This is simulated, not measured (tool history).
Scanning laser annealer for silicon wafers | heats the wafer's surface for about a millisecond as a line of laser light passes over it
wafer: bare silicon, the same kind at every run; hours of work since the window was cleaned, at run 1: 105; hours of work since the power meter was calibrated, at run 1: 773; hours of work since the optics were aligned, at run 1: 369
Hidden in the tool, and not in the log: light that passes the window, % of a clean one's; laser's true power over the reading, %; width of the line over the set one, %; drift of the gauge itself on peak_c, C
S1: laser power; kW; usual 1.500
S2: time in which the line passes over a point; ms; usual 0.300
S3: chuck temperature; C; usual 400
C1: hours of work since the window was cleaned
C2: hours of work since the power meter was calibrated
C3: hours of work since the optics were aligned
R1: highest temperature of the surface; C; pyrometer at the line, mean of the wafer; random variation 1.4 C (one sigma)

Run 1, hour 0.0: usual settings; C1 105; C2 773; C3 369. Result: R1 1147 C.
Run 2, hour 73.6: usual settings; C1 140; C2 808; C3 405. Result: R1 1146 C.
Run 3, hour 156.7: usual settings but S3 434 C; C1 180; C2 848; C3 444. Result: R1 1179 C.
Run 4, hour 238.4: usual settings; C1 219; C2 887; C3 483. Result: R1 1142 C.
Run 5, hour 300.3: usual settings; C1 249; C2 917; C3 513. Result: R1 1139 C.
Run 6, hour 377.2: usual settings; C1 285; C2 953; C3 550. Result: R1 1142 C.
Run 7, hour 430.5: usual settings; C1 311; C2 979; C3 575. Result: R1 1140 C.
Run 8, hour 478.3: usual settings; C1 334; C2 1002; C3 598. Result: R1 1138 C.
Run 9, hour 518.4: usual settings; C1 353; C2 1021; C3 617. Result: R1 1136 C.
At hour 542.3: window over the wafer cleaned.
Run 10, hour 592.6: usual settings but S2 0.375 ms; C1 24; C2 1056; C3 652. Result: R1 1226 C.
Run 11, hour 665.7: usual settings; C1 59; C2 1090; C3 687. Result: R1 1121 C.
Run 12, hour 750.9: usual settings; C1 100; C2 1131; C3 728. Result: R1 1119 C.
Run 13, hour 809.4: usual settings; C1 128; C2 1159; C3 756. Result: R1 1117 C.
Run 14, hour 865.6: usual settings; C1 155; C2 1186; C3 782. Result: R1 1118 C.
Run 15, hour 943.2: usual settings; C1 192; C2 1223; C3 820. Result: R1 1114 C.
At hour 966.1: window over the wafer cleaned, once more.
Run 16, hour 1023.6: usual settings; C1 28; C2 1261; C3 857. Result: R1 1150 C.
Run 17, hour 1089.0: usual settings; C1 59; C2 1292; C3 888. Result: R1 1153 C.
Run 18, hour 1136.2: usual settings but S1 1.507 kW, S2 0.370 ms, S3 413 C; C1 81; C2 1315; C3 911. Result: R1 1268 C.
Run 19, hour 1223.0: usual settings but S1 1.507 kW, S2 0.370 ms, S3 413 C; C1 123; C2 1356; C3 952. Result: R1 1266 C.
Run 20, hour 1303.9: usual settings but S1 1.553 kW, S2 0.214 ms, S3 372 C; C1 162; C2 1395; C3 991. Result: R1 1003 C.
Run 21, hour 1381.5: usual settings but S1 1.553 kW, S2 0.214 ms, S3 372 C; C1 199; C2 1432; C3 1028. Result: R1 999 C.

Run 22 comes next. What will it give?
Run 22, hour 1444.3: usual settings but S1 1.553 kW, S2 0.214 ms, S3 372 C; C1 229; C2 1462; C3 1058. Result: R1 ?.

{"run 22": {"R1": 1000}}
Without the tool's hidden state the same run would have given R1 1008 C.
